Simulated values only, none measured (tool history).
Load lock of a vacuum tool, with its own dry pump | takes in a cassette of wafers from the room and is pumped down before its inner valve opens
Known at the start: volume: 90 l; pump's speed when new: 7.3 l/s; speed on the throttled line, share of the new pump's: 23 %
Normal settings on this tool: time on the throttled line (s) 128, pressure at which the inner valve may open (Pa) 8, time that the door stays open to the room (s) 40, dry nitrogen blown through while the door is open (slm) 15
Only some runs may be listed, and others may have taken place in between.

run    hour  time on the throttled line (s)  pressure at which the inner valve may open (Pa)  time that the door stays open to the room (s)  dry nitrogen blown through while the door is open (slm)  incoming humidity of the room's air, %  time from the closed door until the inner valve may open (s)  rise of the pressure with all valves shut (Pa/min)
  1     0.0                             128                                                8                                             40                                                       15                                    45.6                                                         220.0                                               0.091
  2    72.9                             128                                                7                                             40                                                       15                                    46.9                                                         222.0                                               0.089
  3   167.7                             128                                                7                                             40                                                       15                                    45.7                                                         219.9                                               0.099
  4   232.3                             128                                               14                                             40                                                       15                                    45.5                                                         211.8                                               0.094
  5   351.0                             128                                                8                                             40                                                       15                                    45.5                                                         222.6                                               0.100
  6   414.5                             128                                                8                                             40                                                       15                                    48.1                                                         220.7                                               0.101
  7   479.7                             128                                                8                                             40                                                       15                                    48.1                                                         221.4                                               0.098
  8   533.3                             128                                                8                                             40                                                       15                                    44.7                                                         221.2                                               0.106
  9   621.0                             128                                                8                                             40                                                       15                                    44.2                                                         221.1                                               0.100
 10   705.3                             128                                                8                                             40                                                       15                                    45.5                                                         221.6                                               0.105
 11   798.2                             128                                                8                                             40                                                       18                                    40.9                                                         220.1                                               0.106
 12   884.5                             128                                                8                                             40                                                       18                                    43.6                                                         221.3                                               0.111
 13   951.2                             128                                                8                                             37                                                        9                                    42.7                                                         222.9                                               0.112
 14  1002.4                             128                                               12                                             40                                                       37                                    41.4                                                         214.9                                               0.106
 15  1072.9                             131                                               11                                            135                                                        8                                    41.7                                                         218.8                                               0.132
 16  1137.5                             131                                               11                                            135                                                        8                                    44.1                                                         220.7                                               0.139
 17  1240.2                             163                                                7                                             92                                                        9                                    44.9                                                         250.8                                               0.130
 18  1313.7                             128                                               10                                            103                                                       15                                    45.0                                                         217.9                                               0.129

The next listed run, before its measurement:
 19  1382.7                             128                                               15                                             40                                                        4                                    46.6                                                             ?                                                   ?

time from the closed door until the inner valve may open (s): 213.5
rise of the pressure with all valves shut (Pa/min): 0.136
With no hidden state in the tool, this same run would have given time from the closed door until the inner valve may open (s) 206.7, rise of the pressure with all valves shut (Pa/min) 0.022.
